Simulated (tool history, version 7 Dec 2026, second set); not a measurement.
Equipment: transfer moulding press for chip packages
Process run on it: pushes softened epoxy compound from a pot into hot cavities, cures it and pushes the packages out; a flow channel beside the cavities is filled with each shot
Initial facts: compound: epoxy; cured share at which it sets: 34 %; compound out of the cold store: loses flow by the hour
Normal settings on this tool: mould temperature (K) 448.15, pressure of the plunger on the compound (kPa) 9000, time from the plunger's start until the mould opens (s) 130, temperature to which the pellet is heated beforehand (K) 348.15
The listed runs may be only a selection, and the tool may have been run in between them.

run   hour  mould temperature (K)  pressure of the plunger on the compound (kPa)  time from the plunger's start until the mould opens (s)  temperature to which the pellet is heated beforehand (K)  incoming compound's hours out of the cold store  length that the compound runs in the flow channel (mm)  greatest force on the pins that push the packages out (N)
  1    0.0                 448.15                                           9000                                                      130                                                    348.15                                             34.7                                                     694                                                        241
  2   22.2                 448.15                                           9000                                                      130                                                    348.15                                             31.4                                                     703                                                        257
  3   33.6                 450.15                                           9000                                                      130                                                    348.15                                             10.6                                                     740                                                        269
      40.8  -- plunger's sealing rings changed
      42.3  -- cavities cleaned with cleaning compound and waxed
  4   50.8                 450.15                                           9000                                                      130                                                    348.15                                             30.0                                                     752                                                        198
  5   68.9                 448.15                                           9000                                                      130                                                    348.15                                             34.1                                                     741                                                        231
  6   85.5                 448.15                                           9000                                                      130                                                    348.15                                             19.1                                                     794                                                        246
  7  111.0                 448.15                                           9000                                                      130                                                    348.15                                             16.5                                                     792                                                        271
     117.4  -- cavities cleaned with cleaning compound and waxed
  8  139.3                 448.15                                           9000                                                      130                                                    348.15                                             42.6                                                     721                                                        235
  9  159.6                 448.15                                           9000                                                      130                                                    352.15                                              9.0                                                     801                                                        255
 10  186.7                 448.15                                           9000                                                      130                                                    352.15                                             34.7                                                     728                                                        285
     191.8  -- cavities cleaned with cleaning compound and waxed
 11  214.0                 448.15                                           9000                                                      130                                                    348.15                                             13.0                                                     796                                                        237
 12  230.7                 448.15                                           9000                                                      130                                                    348.15                                             37.8                                                     711                                                        251
 13  251.6                 448.15                                           9000                                                      130                                                    344.15                                             10.1                                                     813                                                        280
     266.3  -- cavities cleaned with cleaning compound and waxed
 14  279.5                 448.15                                           9000                                                      130                                                    344.15                                             12.2                                                     801                                                        216
 15  296.3                 455.15                                           9000                                                      130                                                    344.15                                             16.4                                                     741                                                        222
 16  322.9                 455.15                                           9000                                                      130                                                    344.15                                             36.6                                                     679                                                        244
 17  337.2                 455.15                                           9000                                                      139                                                    339.15                                             14.7                                                     737                                                        252
     341.5  -- mould's thermocouples calibrated
     343.0  -- cavities cleaned with cleaning compound and waxed
 18  361.8                 455.15                                           9000                                                      139                                                    339.15                                             18.4                                                     723                                                        203
 19  373.1                 444.15                                           9000                                                      130                                                    342.15                                             10.9                                                     797                                                        291
 20  390.6                 443.15                                           9000                                                      139                                                    351.15                                             17.8                                                     794                                                        275
 21  405.3                 451.15                                           8310                                                      122                                                    354.15                                              9.5                                                     732                                                        267
     416.3  -- mould's thermocouples calibrated, once more
     419.5  -- cavities cleaned with cleaning compound and waxed
 22  430.6                 448.15                                           7140                                                      133                                                    348.15                                             20.4                                                     673                                                        218
 23  446.1                 448.15                                           7140                                                      133                                                    348.15                                             34.4                                                     638                                                        238
 24  473.7                 452.15                                           9000                                                      117                                                    348.15                                             18.5                                                     742                                                        256
 25  486.3                 443.15                                           9000                                                      149                                                    348.15                                             41.4                                                     710                                                        289
     494.6  -- cavities cleaned with cleaning compound and waxed
 26  505.5                 448.15                                           9640                                                      130                                                    357.15                                             29.5                                                     738                                                        211
 27  520.9                 448.15                                           9640                                                      130                                                    357.15                                             44.2                                                     702                                                        226

Run 28 comes next. What will it give?
 28  540.6                 448.15                                           9640                                                      130                                                    357.15                                             33.7                                                       ?                                                          ?

Run 28 came out at length that the compound runs in the flow channel (mm) 727, greatest force on the pins that push the packages out (N) 252.
Take away the tool's hidden state, keep the run-to-run variation as it was, and the same run would have given length that the compound runs in the flow channel (mm) 777, greatest force on the pins that push the packages out (N) 194.

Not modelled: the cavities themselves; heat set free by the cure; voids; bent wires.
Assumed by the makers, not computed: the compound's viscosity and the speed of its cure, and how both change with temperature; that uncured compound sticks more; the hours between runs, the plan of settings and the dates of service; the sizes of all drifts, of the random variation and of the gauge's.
